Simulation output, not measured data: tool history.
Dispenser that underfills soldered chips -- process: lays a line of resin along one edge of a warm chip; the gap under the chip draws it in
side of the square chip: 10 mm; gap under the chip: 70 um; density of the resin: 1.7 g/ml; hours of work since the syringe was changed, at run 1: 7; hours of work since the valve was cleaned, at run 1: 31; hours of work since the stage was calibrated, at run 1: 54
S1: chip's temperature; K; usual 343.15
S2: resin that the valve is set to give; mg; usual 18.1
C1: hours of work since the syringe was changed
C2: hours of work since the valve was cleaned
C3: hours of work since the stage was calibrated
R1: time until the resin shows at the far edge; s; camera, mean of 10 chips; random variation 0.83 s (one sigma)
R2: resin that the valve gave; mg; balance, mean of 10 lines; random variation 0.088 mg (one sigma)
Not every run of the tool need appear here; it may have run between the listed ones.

run	day	S1	S2	C1	C2	C3	R1	R2
1	0	343.15	18.1	7	31	54	133.7	17.8
# day 0.025: new syringe of resin
2	0.225	343.15	18.1	4	35	58	104.2	17.68
# day 0.433: new syringe of resin
3	0.433	343.15	18.1	0	39	62	78.1	17.39
4	0.604	343.15	18.1	3	42	65	96.4	17.58
5	0.817	343.15	18.1	7	46	69	132.6	17.41
# day 0.846: new syringe of resin
6	0.958	343.15	18.1	2	49	72	91.4	17.56
7	1.179	343.15	17.2	6	53	76	126.9	16.63
# day 1.258: new syringe of resin
8	1.425	343.15	17.2	3	57	81	99.9	16.56
# day 1.667: new syringe of resin
9	1.696	343.15	17.2	1	62	85	82.6	16.6
10	1.821	329.15	18.1	3	65	88	174.5	17.42
11	1.996	329.15	18.1	6	68	91	226.3	17.15
# day 2.067: new syringe of resin
12	2.196	329.15	18.1	3	72	95	165.8	17.16
13	2.35	329.15	18.1	5	74	98	205.3	17.15
# day 2.467: new syringe of resin
14	2.617	329.15	18.1	3	79	103	172.9	17.1
15	2.729	329.15	18.1	5	82	105	207.5	17.14
# day 2.888: new syringe of resin
16	2.921	329.15	18.1	1	85	108	145.9	16.99
17	3.129	329.15	18.1	5	89	112	198.7	16.93
# day 3.296: new syringe of resin
18	3.333	343.15	18.1	1	93	116	79.6	16.97
19	3.488	357.15	19.4	4	95	119	58.7	18.23
# day 3.708: new syringe of resin
20	3.75	357.15	19.4	1	100	123	46.1	17.97
21	3.862	343.15	18	3	102	126	96.3	16.94
22	4.046	356.15	17.5	6	106	129	76.6	16.26
# day 4.117: new syringe of resin
23	4.167	343.15	16.7	1	108	131	85	15.51
24	4.392	328.15	15.7	5	112	135	227.4	14.43
# day 4.517: new syringe of resin
25	4.546	328.15	15.7	0	115	138	157.2	14.57
26	4.758	354.15	16	5	119	142	73.5	14.76
# day 4.921: new syringe of resin
27	4.954	346.15	20.1	1	122	146	69.3	18.47
# day 5.179: dispensing valve cleaned and set on the balance
28	5.183	344.15	19.8	4	0	149	99.1	19.76
# day 5.371: new syringe of resin
29	5.375	337.15	18.5	0	4	153	92.1	18.43
30	5.483	337.15	18.5	2	6	155	110.2	18.38
31	5.708	356.15	22.1	6	10	159	70.9	21.8
# day 5.771: new syringe of resin
32	5.95	356.15	22.1	3	14	163	58.1	21.96
# day 6.175: new syringe of resin
33	6.221	329.15	18.1	1	19	168	144.9	18
34	6.375	329.15	18.1	4	22	171	189.2	17.82
35	6.492	338.15	22.6	6	24	174	145.5	22.18

Branching from run 35: 5 alternative next runs. What would each branch give?
# day 6.583: new syringe of resin
A	6.658	338.15	19.4	1	27	176	?	?
# day 6.583: new syringe of resin
B	6.658	330.15	19.7	1	27	176	?	?
# day 6.583: new syringe of resin
C	6.658	328.15	22.9	1	27	176	?	?
# day 6.583: new syringe of resin
D	6.658	343.15	21.3	1	27	176	?	?
# day 6.583: new syringe of resin
E	6.658	348.15	19.4	1	27	176	?	?

run	R1	R2
A	100.7	19.01
B	141.7	19.37
C	151.9	22.63
D	81.1	20.92
E	67.1	18.99
What these runs would have given with no unlogged condition in the tool:
run	R1	R2
A	94.4	19.37
B	133.2	19.73
C	143	23.05
D	75.9	21.31
E	62.7	19.35
